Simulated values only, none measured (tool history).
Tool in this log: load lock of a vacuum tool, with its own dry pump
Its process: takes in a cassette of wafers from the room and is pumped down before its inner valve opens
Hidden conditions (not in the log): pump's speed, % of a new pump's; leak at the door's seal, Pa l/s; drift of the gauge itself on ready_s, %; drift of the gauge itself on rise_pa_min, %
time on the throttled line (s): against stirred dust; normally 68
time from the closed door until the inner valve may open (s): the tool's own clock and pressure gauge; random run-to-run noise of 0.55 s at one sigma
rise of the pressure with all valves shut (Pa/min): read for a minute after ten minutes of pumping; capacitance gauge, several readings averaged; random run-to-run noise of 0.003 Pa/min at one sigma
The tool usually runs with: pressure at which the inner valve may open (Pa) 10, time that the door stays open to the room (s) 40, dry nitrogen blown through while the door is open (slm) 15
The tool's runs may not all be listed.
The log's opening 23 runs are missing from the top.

run	day	time on the throttled line (s)	pressure at which the inner valve may open (Pa)	time that the door stays open to the room (s)	dry nitrogen blown through while the door is open (slm)	hours that the pump has run since its overhaul	times that the door has closed on its seal	incoming humidity of the room's air, %	time from the closed door until the inner valve may open (s)	rise of the pressure with all valves shut (Pa/min)
24	410.138	66	13	152	4	12940	27599	45.4	115.5	0.054
25	433.396	68	7	189	8	13498	28415	44.4	121.6	0.056
26	452.242	68	19	40	9	13951	29075	45.1	112.7	0.026
27	470.275	80	8	40	15	14383	29708	44.5	128.8	0.031
28	485.896	51	10	40	8	14758	30255	45.3	105.2	0.027
29	509.825	83	10	139	15	15333	31094	45.6	129.9	0.042
30	530.292	83	10	139	15	15824	31812	43.5	129.8	0.045
31	556.442	83	7	139	7	16451	32729	43.8	131.5	0.047
32	580.154	68	10	29	15	17020	33560	43	118.8	0.022
33	598.438	68	10	29	15	17459	34201	44.5	117.5	0.023
34	623.979	40	10	48	15	18072	35097	42.8	97.7	0.029
35	638.262	40	10	48	15	18415	35598	42.6	97.6	0.022
36	660.683	34	9	28	42	18953	36384	44.8	92.8	0.015
37	674.262	68	15	40	5	19279	36860	41.5	114.7	0.03
38	687.608	68	10	44	8	19599	37328	45.7	118.3	0.032

Forecast each of these 3 alternatives for the next run:
A	709.479	116	10	44	8	20124	38094	47.7	?	?
B	709.479	44	10	44	8	20124	38094	43.5	?	?
C	709.479	68	10	40	24	20124	38094	44.4	?	?

run	time from the closed door until the inner valve may open (s)	rise of the pressure with all valves shut (Pa/min)
A	154	0.032
B	101.3	0.033
C	117.4	0.025
The same runs, with their run-to-run variation unchanged, on a tool lacking any hidden condition would have given:
run	time from the closed door until the inner valve may open (s)	rise of the pressure with all valves shut (Pa/min)
A	153.9	0.03
B	101.3	0.031
C	117.4	0.023

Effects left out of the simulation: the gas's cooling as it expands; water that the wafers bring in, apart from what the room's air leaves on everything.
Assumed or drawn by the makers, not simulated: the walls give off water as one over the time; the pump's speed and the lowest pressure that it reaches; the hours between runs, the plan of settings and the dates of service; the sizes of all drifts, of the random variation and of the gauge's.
